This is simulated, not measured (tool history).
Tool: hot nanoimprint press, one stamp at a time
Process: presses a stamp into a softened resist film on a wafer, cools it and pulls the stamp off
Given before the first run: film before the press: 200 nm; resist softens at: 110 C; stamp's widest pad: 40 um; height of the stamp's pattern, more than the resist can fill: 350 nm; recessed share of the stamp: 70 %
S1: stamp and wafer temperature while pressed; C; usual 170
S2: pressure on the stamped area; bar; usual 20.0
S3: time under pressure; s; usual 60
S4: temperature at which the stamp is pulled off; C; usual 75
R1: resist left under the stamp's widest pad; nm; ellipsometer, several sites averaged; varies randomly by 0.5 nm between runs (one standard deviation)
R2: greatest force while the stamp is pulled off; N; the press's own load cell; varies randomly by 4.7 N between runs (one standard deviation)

| run | hour | S1 | S2 | S3 | S4 | R1 | R2 |
|---|---|---|---|---|---|---|---|
| 1 | 0.0 | 170 | 20.0 | 60 | 75 | 121.1 | 234 |
| 2 | 9.8 | 173 | 20.0 | 60 | 75 | 108.9 | 242 |
| 3 | 21.7 | 173 | 20.0 | 60 | 75 | 109.4 | 240 |
| 4 | 34.6 | 170 | 20.0 | 60 | 75 | 121.1 | 246 |
| 5 | 51.5 | 170 | 20.0 | 60 | 75 | 120.9 | 247 |
| 6 | 69.1 | 170 | 20.0 | 60 | 75 | 120.7 | 237 |
| 7 | 82.0 | 170 | 20.0 | 60 | 75 | 121.4 | 242 |
| 8 | 96.3 | 170 | 20.0 | 60 | 75 | 121.3 | 244 |
| 9 | 113.4 | 170 | 20.0 | 60 | 75 | 122.0 | 248 |
| 10 | 127.2 | 170 | 20.0 | 60 | 75 | 121.3 | 249 |
| 11 | 143.7 | 170 | 20.0 | 60 | 81 | 121.8 | 214 |
| 12 | 160.7 | 170 | 20.0 | 60 | 81 | 122.3 | 217 |
|  | 173.3 | plate thermocouple calibrated |
| 13 | 174.3 | 170 | 20.0 | 60 | 81 | 118.1 | 222 |
| 14 | 190.4 | 170 | 20.0 | 60 | 75 | 117.5 | 259 |
| 15 | 198.8 | 170 | 20.0 | 60 | 75 | 119.7 | 249 |
| 16 | 211.7 | 170 | 20.0 | 60 | 75 | 118.9 | 262 |
| 17 | 225.2 | 162 | 25.5 | 44 | 77 | 150.1 | 252 |
| 18 | 239.7 | 162 | 25.5 | 44 | 77 | 149.5 | 249 |
| 19 | 255.8 | 160 | 17.9 | 44 | 77 | 171.2 | 244 |
| 20 | 270.8 | 175 | 17.9 | 37 | 67 | 123.6 | 303 |
| 21 | 286.0 | 164 | 20.0 | 74 | 73 | 137.0 | 267 |
| 22 | 298.7 | 159 | 18.7 | 60 | 65 | 166.8 | 315 |
| 23 | 312.9 | 159 | 21.9 | 41 | 65 | 170.5 | 320 |
| 24 | 331.5 | 159 | 21.9 | 41 | 65 | 170.1 | 316 |
| 25 | 350.6 | 159 | 21.9 | 41 | 65 | 168.7 | 324 |
| 26 | 360.9 | 159 | 21.9 | 41 | 65 | 169.3 | 321 |
| 27 | 375.3 | 178 | 20.0 | 112 | 70 | 73.2 | 308 |
| 28 | 388.4 | 178 | 20.0 | 112 | 70 | 73.1 | 305 |
| 29 | 398.5 | 178 | 20.0 | 112 | 71 | 73.0 | 296 |
| 30 | 412.7 | 170 | 18.0 | 104 | 75 | 106.7 | 281 |
| 31 | 432.0 | 170 | 26.3 | 111 | 75 | 87.2 | 269 |

Results per run with the tool's hidden condition removed, run-to-run variation unchanged:
The tool's hidden condition here consists of: true temperature over the reading, C; pressure that arrives at the usual setting, %; grip of the stamp's worn release coat, % over a new coat's; drift of the gauge itself on residual_nm, %; drift of the gauge itself on pull_off_n, %.
| run | R1 | R2 |
|---|---|---|
| 1 | 118.9 | 228 |
| 2 | 106.7 | 234 |
| 3 | 107.1 | 231 |
| 4 | 118.6 | 236 |
| 5 | 118.3 | 235 |
| 6 | 118.0 | 224 |
| 7 | 118.5 | 228 |
| 8 | 118.4 | 228 |
| 9 | 118.9 | 230 |
| 10 | 118.1 | 230 |
| 11 | 118.5 | 196 |
| 12 | 118.8 | 197 |
| 13 | 117.7 | 205 |
| 14 | 117.0 | 237 |
| 15 | 119.2 | 227 |
| 16 | 118.3 | 238 |
| 17 | 149.2 | 228 |
| 18 | 148.5 | 224 |
| 19 | 170.6 | 218 |
| 20 | 122.5 | 269 |
| 21 | 135.7 | 235 |
| 22 | 165.8 | 277 |
| 23 | 169.3 | 279 |
| 24 | 168.8 | 274 |
| 25 | 167.4 | 279 |
| 26 | 167.9 | 275 |
| 27 | 71.8 | 263 |
| 28 | 71.5 | 259 |
| 29 | 71.4 | 250 |
| 30 | 104.7 | 236 |
| 31 | 84.8 | 225 |
